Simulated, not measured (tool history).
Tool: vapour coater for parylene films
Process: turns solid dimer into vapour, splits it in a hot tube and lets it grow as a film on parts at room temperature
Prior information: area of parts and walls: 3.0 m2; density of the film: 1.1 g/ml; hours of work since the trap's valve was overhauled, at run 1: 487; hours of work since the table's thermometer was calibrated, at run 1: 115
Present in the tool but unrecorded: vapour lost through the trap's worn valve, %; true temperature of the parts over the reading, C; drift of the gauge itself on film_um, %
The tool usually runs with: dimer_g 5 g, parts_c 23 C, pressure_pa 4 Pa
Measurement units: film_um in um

run    hour  dimer_g  parts_c  pressure_pa  hours of work since the trap's valve was overhauled  hours of work since the table's thermometer was calibrated  film_um
  1       0        5       23            4                                                  487                                                         115    0.666
         15  -- trap's valve overhauled
  2    31.2        5       23            4                                                    9                                                         129    0.643
  3    60.4        5       23            4                                                   24                                                         145    0.639
  4    87.1        5       23            4                                                   39                                                         159    0.635
  5   113.8        5       23            4                                                   53                                                         174    0.634
  6   136.6        5       23            4                                                   65                                                         186    0.635
  7   151.3        5       23            4                                                   73                                                         194    0.632
  8   182.2        5       23            4                                                   90                                                         211    0.629
  9   195.9        5       23            4                                                   97                                                         218    0.632
      202.8  -- trap's valve overhauled, once more
 10     217        5       23            4                                                    8                                                         227    0.708
 11   239.6        5       23            4                                                   20                                                         239    0.708
 12   257.6        9       23            4                                                   29                                                         249    1.269
 13   277.2        9       23            4                                                   40                                                         259    1.268
 14   298.9        9       23            4                                                   52                                                         271    1.268
 15   321.4        6       23            4                                                   64                                                         283     0.84
 16   336.8        6       23            4                                                   72                                                         291    0.843
 17   353.8        5       23            4                                                   81                                                         301    0.696
 18   370.3        5       23            4                                                   90                                                         309    0.703
 19     401        5       23            4                                                  106                                                         326      0.7
 20   432.2        5       23            4                                                  123                                                         343      0.7
 21     464        5       23            4                                                  140                                                         360     0.69
 22   487.2        7       23            4                                                  153                                                         372    0.961
 23   517.8        3       23            4                                                  169                                                         389    0.411
 24   534.2        3       23            4                                                  178                                                         397    0.417
 25   560.8        3       23            4                                                  192                                                         412    0.414
 26   582.2        3       21         5.29                                                  204                                                         423    0.417
 27     612        3       23         5.29                                                  220                                                         439    0.409
 28   626.3        3       23         5.29                                                  227                                                         447    0.401
 29   649.7        5       23            4                                                  240                                                         459    0.685
 30     665        5       23            4                                                  248                                                         468    0.688
 31   684.2        4       34            4                                                  259                                                         478    0.429
 32   715.8        3       24         3.91                                                  276                                                         495    0.399
 33   730.3        2       23        10.66                                                  283                                                         503    0.254
 34   744.2        4       18          9.3                                                  291                                                         510    0.566
 35   761.8        4       18          9.3                                                  300                                                         520     0.57
 36   793.6        5       21         7.11                                                  317                                                         537    0.678
 37   825.6        5       19         5.45                                                  334                                                         554    0.715
 38   851.2        5       23         3.02                                                  348                                                         568    0.688
 39   874.1        5       23         3.02                                                  361                                                         580    0.691
 40   897.9        5       23         3.02                                                  373                                                         593     0.69
 41   925.9        5       18            4                                                  388                                                         608    0.749
 42   944.8        3       24            4                                                  399                                                         618    0.393
 43   968.7        4       24         5.14                                                  411                                                         631    0.514
 44  1000.2        2       26         2.92                                                  428                                                         648    0.258
 45  1024.4        2       26         2.92                                                  441                                                         661    0.257
 46  1054.8        6       23         3.98                                                  458                                                         677    0.797
 47  1081.3        6       28         4.75                                                  472                                                         691    0.705

Describe how what the log doesn't record of the tool's condition differs between the last listed run preceding each entry between runs and the first listed run following it.
From run 1 to run 2: trap's valve overhauled (hour 15)
  vapour lost through the trap's worn valve, %: 5.8 -> 9.8; true temperature of the parts over the reading, C: -0.15 -> -0.14
  measured result minus the result with no hidden state, film_um: -0.039 -> -0.067 um
From run 9 to run 10: trap's valve overhauled, once more (hour 202.8)
  vapour lost through the trap's worn valve, %: 10.9 -> 0.2; true temperature of the parts over the reading, C: -0.09 -> -0.08
  measured result minus the result with no hidden state, film_um: -0.076 -> +0 um
